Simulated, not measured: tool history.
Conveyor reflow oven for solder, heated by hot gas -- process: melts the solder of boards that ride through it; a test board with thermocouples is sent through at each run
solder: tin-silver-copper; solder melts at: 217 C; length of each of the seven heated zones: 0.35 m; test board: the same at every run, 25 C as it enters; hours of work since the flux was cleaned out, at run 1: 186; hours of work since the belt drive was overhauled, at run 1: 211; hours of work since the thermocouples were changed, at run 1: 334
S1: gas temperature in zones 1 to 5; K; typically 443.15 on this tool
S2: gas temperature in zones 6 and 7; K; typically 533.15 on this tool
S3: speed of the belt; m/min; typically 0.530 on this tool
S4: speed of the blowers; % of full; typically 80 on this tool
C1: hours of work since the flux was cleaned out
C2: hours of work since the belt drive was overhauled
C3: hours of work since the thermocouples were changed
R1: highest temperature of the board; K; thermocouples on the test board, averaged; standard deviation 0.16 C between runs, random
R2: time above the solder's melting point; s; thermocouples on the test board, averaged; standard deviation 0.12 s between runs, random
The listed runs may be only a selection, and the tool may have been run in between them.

run	day	S1	S2	S3	S4	C1	C2	C3	R1	R2
1	0.000	443.15	533.15	0.530	80	186	211	334	517.85	52.3
2	0.533	443.15	533.15	0.530	80	196	221	344	517.85	52.0
3	1.050	443.15	533.15	0.530	80	206	231	353	517.75	52.0
# day 1.467: flux residue cleaned out of gas plates and filters
4	1.717	443.15	533.15	0.530	80	5	239	362	519.55	54.2
5	2.142	443.15	534.15	0.530	80	12	247	370	520.35	55.2
6	2.746	443.15	533.15	0.496	80	24	258	381	521.25	60.3
7	3.279	443.15	533.15	0.496	80	34	268	391	521.15	60.2
8	3.575	443.15	533.15	0.530	54	39	274	396	514.75	48.1
9	4.088	443.15	533.15	0.435	80	49	283	406	524.05	73.0
10	4.575	443.15	533.15	0.530	80	58	292	415	519.15	54.0
11	5.121	443.15	533.15	0.530	80	68	302	425	518.85	53.7
12	5.533	443.15	533.15	0.575	80	75	310	433	516.45	46.2
13	6.096	443.15	533.15	0.575	80	86	320	443	516.35	46.3
14	6.492	443.15	533.15	0.557	80	93	328	450	517.55	49.1
15	7.083	443.15	533.15	0.617	80	104	339	461	513.95	40.0
16	7.600	443.15	533.15	0.617	80	114	348	471	513.65	39.7
17	8.042	448.15	533.15	0.530	80	122	356	479	519.05	55.9
18	8.542	454.15	533.15	0.512	81	131	366	488	521.15	62.4
19	8.850	454.15	533.15	0.512	81	137	371	494	520.75	62.4
20	9.467	454.15	533.15	0.512	81	148	383	505	521.05	62.4
21	9.783	454.15	523.15	0.512	57	154	389	511	509.25	48.4
22	10.171	429.15	541.15	0.506	78	161	396	519	524.25	55.9
23	10.725	448.15	522.15	0.530	80	172	406	529	509.15	45.2
24	11.038	442.15	525.15	0.552	78	177	412	535	509.05	40.4
25	11.629	442.15	525.15	0.552	78	188	423	546	508.85	40.2

Consider 5 possible next runs. They are alternatives, not a sequence: every one starts from the tool as it was left by run 25. What does each give?
A	12.075	435.15	525.15	0.464	78	197	431	554	?	?
B	12.075	428.15	533.15	0.530	80	197	431	554	?	?
C	12.075	442.15	545.15	0.430	78	197	431	554	?	?
D	12.075	429.15	533.15	0.530	80	197	431	554	?	?
E	12.075	443.15	533.15	0.460	80	197	431	554	?	?

run	R1	R2
A	512.65	52.9
B	514.95	44.5
C	533.55	80.6
D	515.15	45.2
E	521.25	66.1
What these runs would have given with no unlogged condition in the tool:
run	R1	R2
A	514.55	55.6
B	517.45	47.2
C	535.35	81.3
D	517.55	47.8
E	523.15	67.7
